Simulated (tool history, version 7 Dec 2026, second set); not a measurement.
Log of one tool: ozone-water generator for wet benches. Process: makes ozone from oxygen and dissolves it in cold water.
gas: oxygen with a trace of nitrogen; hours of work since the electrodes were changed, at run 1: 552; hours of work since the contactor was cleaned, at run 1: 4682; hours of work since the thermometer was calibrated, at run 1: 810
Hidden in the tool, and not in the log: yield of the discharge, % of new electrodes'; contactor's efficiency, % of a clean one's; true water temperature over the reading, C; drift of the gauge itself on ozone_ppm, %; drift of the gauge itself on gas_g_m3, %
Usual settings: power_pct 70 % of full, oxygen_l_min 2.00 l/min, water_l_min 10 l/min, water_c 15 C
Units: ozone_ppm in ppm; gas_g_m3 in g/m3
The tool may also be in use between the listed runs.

run   hour  power_pct  oxygen_l_min  water_l_min  water_c  hours of work since the electrodes were changed  hours of work since the contactor was cleaned  hours of work since the thermometer was calibrated  ozone_ppm  gas_g_m3
  1    0.0         70          2.00           10       15                                              552                                           4682                                                 810       17.4     234.4
  2   21.8         70          2.00           10       17                                              568                                           4698                                                 826       17.3     237.3
  3   34.9         70          2.00           10       17                                              578                                           4707                                                 836       17.3     235.2
  4   57.5         70          2.00           10       17                                              595                                           4724                                                 852       17.1     236.1
  5   72.7         70          2.00           10       17                                              606                                           4735                                                 864       17.0     233.5
  6  100.2         70          2.00           10       15                                              627                                           4756                                                 884       17.6     234.8
  7  131.9         70          2.00           10       15                                              650                                           4779                                                 908       17.8     232.1
  8  160.5         70          2.00           10       15                                              671                                           4801                                                 929       17.6     233.8
  9  191.8         70          2.00           10       15                                              694                                           4824                                                 952       17.8     234.5
 10  209.2         70          2.00           10       15                                              707                                           4837                                                 965       17.6     233.3
 11  234.9         70          2.00           10       15                                              726                                           4856                                                 984       17.6     233.7
 12  252.4         70          2.00           10       15                                              739                                           4869                                                 997       17.6     232.0
 13  271.1         70          2.00           10       15                                              753                                           4883                                                1011       17.9     234.5
 14  301.2         41          1.33           10       15                                              776                                           4905                                                1033       10.5     185.9
 15  324.9         62          2.72           10       15                                              793                                           4922                                                1051       16.0     176.5
 16  348.3         76          1.19           14       15                                              811                                           4940                                                1068       12.4     332.5
 17  379.9         49          3.53            6       20                                              834                                           4963                                                1091       16.3     124.8
 18  393.5         49          3.53            6       20                                              844                                           4973                                                1101       16.5     125.4
 19  425.3         49          1.24           10       15                                              868                                           4997                                                1125       12.0     223.1
 20  442.7         49          1.24           10       15                                              880                                           5010                                                1138       12.2     225.0
 21  456.7         49          1.24           10       15                                              891                                           5020                                                1148       12.0     223.6
 22  471.3         45          1.58           10       15                                              902                                           5031                                                1159       11.9     180.9
 23  503.0         43          1.58           10       19                                              925                                           5055                                                1183       10.9     174.1
 24  532.1         70          1.49           10       15                                              947                                           5076                                                1204       17.0     273.1
 25  549.7         70          1.49           10       15                                              960                                           5089                                                1217       16.7     271.7

5 ways to go on from here, each from the tool as it stands after run 25. What would each give?
  A  565.7         70          2.00            6       15                                              972                                           5101                                                1229          ?         ?
  B  565.7         70          3.07           10       15                                              972                                           5101                                                1229          ?         ?
  C  565.7         70          1.95           16        9                                              972                                           5101                                                1229          ?         ?
  D  565.7         76          1.90           10       15                                              972                                           5101                                                1229          ?         ?
  E  565.7         70          2.00           10        9                                              972                                           5101                                                1229          ?         ?

run  ozone_ppm  gas_g_m3
  A       26.4     228.8
  B       18.0     181.9
  C       12.1     234.4
  D       18.9     254.5
  E       18.7     230.1
Without the tool's hidden state the same runs would have given:
run  ozone_ppm  gas_g_m3
  A       26.4     235.4
  B       18.0     187.1
  C       12.1     241.1
  D       18.9     261.7
  E       18.8     236.7
